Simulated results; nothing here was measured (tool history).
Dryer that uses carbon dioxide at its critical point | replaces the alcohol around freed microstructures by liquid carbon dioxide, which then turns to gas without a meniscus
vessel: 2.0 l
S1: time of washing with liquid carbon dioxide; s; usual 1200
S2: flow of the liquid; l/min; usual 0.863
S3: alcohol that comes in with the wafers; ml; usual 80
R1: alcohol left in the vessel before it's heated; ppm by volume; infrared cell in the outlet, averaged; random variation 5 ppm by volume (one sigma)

{"run": 1, "hour": 0.0, "S1": 1200, "S2": 0.863, "S3": 80, "R1": 69}
{"run": 2, "hour": 16.8, "S1": 1200, "S2": 0.863, "S3": 80, "R1": 69}
{"run": 3, "hour": 32.2, "S1": 1200, "S2": 0.863, "S3": 80, "R1": 72}
{"run": 4, "hour": 39.2, "S1": 1200, "S2": 0.863, "S3": 80, "R1": 67}
{"run": 5, "hour": 46.4, "S1": 1200, "S2": 0.863, "S3": 80, "R1": 64}
{"run": 6, "hour": 56.0, "S1": 1200, "S2": 0.863, "S3": 80, "R1": 64}
{"run": 7, "hour": 67.2, "S1": 1200, "S2": 0.863, "S3": 80, "R1": 80}
{"run": 8, "hour": 74.1, "S1": 1200, "S2": 0.863, "S3": 80, "R1": 91}
{"run": 9, "hour": 85.4, "S1": 1200, "S2": 0.863, "S3": 80, "R1": 77}
{"run": 10, "hour": 94.1, "S1": 1200, "S2": 0.863, "S3": 80, "R1": 83}
{"run": 11, "hour": 109.2, "S1": 1200, "S2": 0.863, "S3": 80, "R1": 82}
{"run": 12, "hour": 118.6, "S1": 1200, "S2": 0.671, "S3": 80, "R1": 268}
{"run": 13, "hour": 126.6, "S1": 1200, "S2": 0.671, "S3": 80, "R1": 267}
{"run": 14, "hour": 133.9, "S1": 1200, "S2": 0.863, "S3": 36, "R1": 61}
{"run": 15, "hour": 146.6, "S1": 1200, "S2": 0.863, "S3": 36, "R1": 53}
{"run": 16, "hour": 158.9, "S1": 1200, "S2": 0.863, "S3": 36, "R1": 63}
{"run": 17, "hour": 168.1, "S1": 1200, "S2": 0.863, "S3": 36, "R1": 59}
{"run": 18, "hour": 175.8, "S1": 1860, "S2": 0.557, "S3": 62, "R1": 79}
{"run": 19, "hour": 191.8, "S1": 1500, "S2": 1.401, "S3": 28, "R1": 35}
{"run": 20, "hour": 199.4, "S1": 1080, "S2": 0.863, "S3": 28, "R1": 76}
{"run": 21, "hour": 206.4, "S1": 1200, "S2": 0.607, "S3": 80, "R1": 459}
{"run": 22, "hour": 214.8, "S1": 1200, "S2": 0.607, "S3": 80, "R1": 471}
{"run": 23, "hour": 231.3, "S1": 1200, "S2": 0.607, "S3": 80, "R1": 462}
{"run": 24, "hour": 240.7, "S1": 1200, "S2": 0.607, "S3": 80, "R1": 453}
{"run": 25, "hour": 249.1, "S1": 1200, "S2": 0.607, "S3": 80, "R1": 468}
{"run": 26, "hour": 263.6, "S1": 780, "S2": 0.863, "S3": 30, "R1": 252}
{"run": 27, "hour": 279.8, "S1": 1560, "S2": 1.048, "S3": 24, "R1": 51}
{"run": 28, "hour": 287.5, "S1": 780, "S2": 0.81, "S3": 48, "R1": 489}
{"run": 29, "hour": 302.0, "S1": 1680, "S2": 0.81, "S3": 21, "R1": 49}
{"run": 30, "hour": 313.9, "S1": 1200, "S2": 0.863, "S3": 103, "R1": 133}
{"run": 31, "hour": 321.4, "S1": 1500, "S2": 0.863, "S3": 103, "R1": 74}

Measured less the same run without the tool's hidden state. The same run-to-run variation is in both; the gauge's scatter may not be:
The hidden state here: flow that reaches the vessel past the clogged filter, %; alcohol in the recycled carbon dioxide, ppm; drift of the gauge itself on alcohol_ppm, %.
run=1 R1=+43
run=2 R1=+45
run=3 R1=+46
run=4 R1=+47
run=5 R1=+51
run=6 R1=+49
run=7 R1=+51
run=8 R1=+53
run=9 R1=+53
run=10 R1=+54
run=11 R1=+56
run=12 R1=+132
run=13 R1=+131
run=14 R1=+45
run=15 R1=+44
run=16 R1=+46
run=17 R1=+48
run=18 R1=+63
run=19 R1=+35
run=20 R1=+55
run=21 R1=+226
run=22 R1=+230
run=23 R1=+232
run=24 R1=+229
run=25 R1=+238
run=26 R1=+139
run=27 R1=+43
run=28 R1=+241
run=29 R1=+44
run=30 R1=+93
run=31 R1=+54

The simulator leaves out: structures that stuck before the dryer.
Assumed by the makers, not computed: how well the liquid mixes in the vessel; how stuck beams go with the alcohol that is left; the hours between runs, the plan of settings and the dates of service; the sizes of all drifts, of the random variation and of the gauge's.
